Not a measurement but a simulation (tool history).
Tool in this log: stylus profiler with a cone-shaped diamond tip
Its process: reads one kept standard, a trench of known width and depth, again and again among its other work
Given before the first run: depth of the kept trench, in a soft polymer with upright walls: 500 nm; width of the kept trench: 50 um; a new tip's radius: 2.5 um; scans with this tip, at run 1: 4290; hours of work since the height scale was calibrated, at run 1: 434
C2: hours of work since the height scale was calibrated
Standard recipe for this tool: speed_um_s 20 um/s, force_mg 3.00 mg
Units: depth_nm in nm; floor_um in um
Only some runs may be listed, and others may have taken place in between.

Run 1, hour 0.0: usual settings; scans with this tip 4290; C2 434. Result: depth_nm 506.41 nm, floor_um 45.98 um.
Run 2, hour 53.8: usual settings; scans with this tip 4698; C2 475. Result: depth_nm 506.67 nm, floor_um 45.87 um.
Run 3, hour 98.8: usual settings; scans with this tip 5039; C2 510. Result: depth_nm 506.38 nm, floor_um 45.84 um.
Run 4, hour 148.2: usual settings but speed_um_s 17 um/s; scans with this tip 5413; C2 547. Result: depth_nm 506.53 nm, floor_um 45.76 um.
Run 5, hour 214.7: usual settings but force_mg 1.23 mg; scans with this tip 5917; C2 598. Result: depth_nm 504.28 nm, floor_um 45.61 um.
Run 6, hour 260.2: usual settings but speed_um_s 15 um/s; scans with this tip 6261; C2 633. Result: depth_nm 506.41 nm, floor_um 45.64 um.
Run 7, hour 347.8: usual settings but speed_um_s 8 um/s; scans with this tip 6925; C2 700. Result: depth_nm 506.55 nm, floor_um 45.56 um.
Run 8, hour 397.6: usual settings; scans with this tip 7302; C2 738. Result: depth_nm 507.04 nm, floor_um 45.44 um.
Run 9, hour 504.8: usual settings; scans with this tip 8114; C2 821. Result: depth_nm 507.01 nm, floor_um 45.30 um.
Run 10, hour 599.4: usual settings but speed_um_s 54 um/s; scans with this tip 8832; C2 893. Result: depth_nm 507.33 nm, floor_um 45.00 um.
Run 11, hour 687.7: usual settings but speed_um_s 54 um/s; scans with this tip 9500; C2 961. Result: depth_nm 507.49 nm, floor_um 44.91 um.
At hour 695.0: new tip fitted, height scale calibrated.
Run 12, hour 748.4: usual settings but speed_um_s 54 um/s; scans with this tip 404; C2 41. Result: depth_nm 505.63 nm, floor_um 46.66 um.
Run 13, hour 839.6: usual settings but speed_um_s 54 um/s; scans with this tip 1095; C2 111. Result: depth_nm 505.56 nm, floor_um 46.49 um.
Run 14, hour 945.5: usual settings; scans with this tip 1898; C2 192. Result: depth_nm 505.90 nm, floor_um 46.56 um.
Run 15, hour 1039.2: usual settings but speed_um_s 18 um/s; scans with this tip 2608; C2 264. Result: depth_nm 506.14 nm, floor_um 46.34 um.
Run 16, hour 1140.9: usual settings; scans with this tip 3378; C2 342. Result: depth_nm 506.27 nm, floor_um 46.17 um.
Run 17, hour 1207.0: usual settings but force_mg 2.47 mg; scans with this tip 3879; C2 392. Result: depth_nm 505.80 nm, floor_um 46.09 um.
Run 18, hour 1315.7: usual settings but speed_um_s 17 um/s; scans with this tip 4703; C2 476. Result: depth_nm 506.50 nm, floor_um 45.96 um.
Run 19, hour 1411.6: usual settings; scans with this tip 5429; C2 549. Result: depth_nm 506.90 nm, floor_um 45.83 um.
Run 20, hour 1504.4: usual settings; scans with this tip 6132; C2 620. Result: depth_nm 506.70 nm, floor_um 45.68 um.
Run 21, hour 1599.1: usual settings; scans with this tip 6850; C2 693. Result: depth_nm 506.97 nm, floor_um 45.54 um.
Run 22, hour 1695.4: usual settings; scans with this tip 7580; C2 767. Result: depth_nm 507.54 nm, floor_um 45.45 um.
Run 23, hour 1776.8: usual settings but speed_um_s 13 um/s; scans with this tip 8196; C2 829. Result: depth_nm 507.22 nm, floor_um 45.36 um.
Run 24, hour 1831.8: usual settings but speed_um_s 50 um/s, force_mg 8.50 mg; scans with this tip 8613; C2 871. Result: depth_nm 512.90 nm, floor_um 45.23 um.
Run 25, hour 1896.2: usual settings but speed_um_s 72 um/s, force_mg 2.96 mg; scans with this tip 9101; C2 920. Result: depth_nm 507.45 nm, floor_um 44.88 um.
At hour 1956.8: new tip fitted, height scale calibrated.
Run 26, hour 1983.0: usual settings but speed_um_s 11 um/s, force_mg 1.62 mg; scans with this tip 199; C2 20. Result: depth_nm 503.68 nm, floor_um 46.91 um.
Run 27, hour 2078.1: usual settings but speed_um_s 11 um/s, force_mg 1.62 mg; scans with this tip 920; C2 93. Result: depth_nm 503.92 nm, floor_um 46.75 um.
Run 28, hour 2166.3: usual settings but speed_um_s 11 um/s, force_mg 1.62 mg; scans with this tip 1588; C2 161. Result: depth_nm 504.17 nm, floor_um 46.59 um.
Run 29, hour 2264.0: usual settings but speed_um_s 28 um/s, force_mg 2.13 mg; scans with this tip 2328; C2 235. Result: depth_nm 505.05 nm, floor_um 46.28 um.
Run 30, hour 2317.1: usual settings but speed_um_s 35 um/s, force_mg 1.34 mg; scans with this tip 2730; C2 276. Result: depth_nm 503.85 nm, floor_um 46.13 um.
Run 31, hour 2370.3: usual settings but speed_um_s 35 um/s, force_mg 1.34 mg; scans with this tip 3134; C2 317. Result: depth_nm 504.06 nm, floor_um 46.06 um.
Run 32, hour 2463.3: usual settings but speed_um_s 35 um/s, force_mg 1.34 mg; scans with this tip 3838; C2 388. Result: depth_nm 504.24 nm, floor_um 45.94 um.
Run 33, hour 2555.4: usual settings but speed_um_s 6 um/s, force_mg 6.53 mg; scans with this tip 4536; C2 459. Result: depth_nm 510.15 nm, floor_um 46.12 um.
Run 34, hour 2646.9: usual settings but speed_um_s 17 um/s, force_mg 1.50 mg; scans with this tip 5230; C2 529. Result: depth_nm 504.68 nm, floor_um 45.84 um.
Run 35, hour 2715.0: usual settings but speed_um_s 31 um/s, force_mg 7.74 mg; scans with this tip 5745; C2 581. Result: depth_nm 511.74 nm, floor_um 45.81 um.
Run 36, hour 2809.4: usual settings but speed_um_s 36 um/s, force_mg 1.82 mg; scans with this tip 6461; C2 653. Result: depth_nm 505.40 nm, floor_um 45.49 um.
Run 37, hour 2919.6: usual settings but speed_um_s 77 um/s, force_mg 3.87 mg; scans with this tip 7296; C2 738. Result: depth_nm 508.27 nm, floor_um 45.24 um.
Run 38, hour 3027.1: usual settings but force_mg 4.95 mg; scans with this tip 8110; C2 820. Result: depth_nm 509.68 nm, floor_um 45.43 um.
Run 39, hour 3135.8: usual settings but speed_um_s 37 um/s, force_mg 5.38 mg; scans with this tip 8934; C2 903. Result: depth_nm 510.09 nm, floor_um 45.19 um.
At hour 3217.4: new tip fitted, height scale calibrated.
Run 40, hour 3241.6: usual settings but speed_um_s 37 um/s, force_mg 5.38 mg; scans with this tip 183; C2 18. Result: depth_nm 507.85 nm, floor_um 46.82 um.
Run 41, hour 3339.8: usual settings but speed_um_s 18 um/s; scans with this tip 927; C2 94. Result: depth_nm 505.50 nm, floor_um 46.63 um.
Run 42, hour 3402.1: usual settings but speed_um_s 18 um/s; scans with this tip 1399; C2 141. Result: depth_nm 505.82 nm, floor_um 46.58 um.
Run 43, hour 3475.2: usual settings but speed_um_s 18 um/s; scans with this tip 1954; C2 198. Result: depth_nm 505.89 nm, floor_um 46.42 um.
Run 44, hour 3561.7: usual settings but speed_um_s 15 um/s, force_mg 2.29 mg; scans with this tip 2608; C2 264. Result: depth_nm 504.92 nm, floor_um 46.38 um.
Run 45, hour 3618.0: usual settings but force_mg 4.32 mg; scans with this tip 3035; C2 307. Result: depth_nm 507.55 nm, floor_um 46.25 um.
Run 46, hour 3691.8: usual settings but speed_um_s 26 um/s, force_mg 1.59 mg; scans with this tip 3594; C2 363. Result: depth_nm 504.51 nm, floor_um 46.06 um.

Below are 3 alternative next runs, each starting from the tool's condition after run 46. Predict each:
Run A, hour 3777.4: usual settings but speed_um_s 13 um/s, force_mg 2.29 mg; scans with this tip 4243; C2 429. Result: depth_nm ?, floor_um ?.
Run B, hour 3777.4: usual settings but speed_um_s 18 um/s, force_mg 1.32 mg; scans with this tip 4243; C2 429. Result: depth_nm ?, floor_um ?.
Run C, hour 3777.4: usual settings but speed_um_s 9 um/s, force_mg 1.59 mg; scans with this tip 4243; C2 429. Result: depth_nm ?, floor_um ?.

run  depth_nm  floor_um
  A    505.60     46.00
  B    504.23     45.97
  C    504.74     46.06
What these runs would have given with no unlogged condition in the tool:
run  depth_nm  floor_um
  A    504.60     46.90
  B    503.24     46.87
  C    503.74     46.96
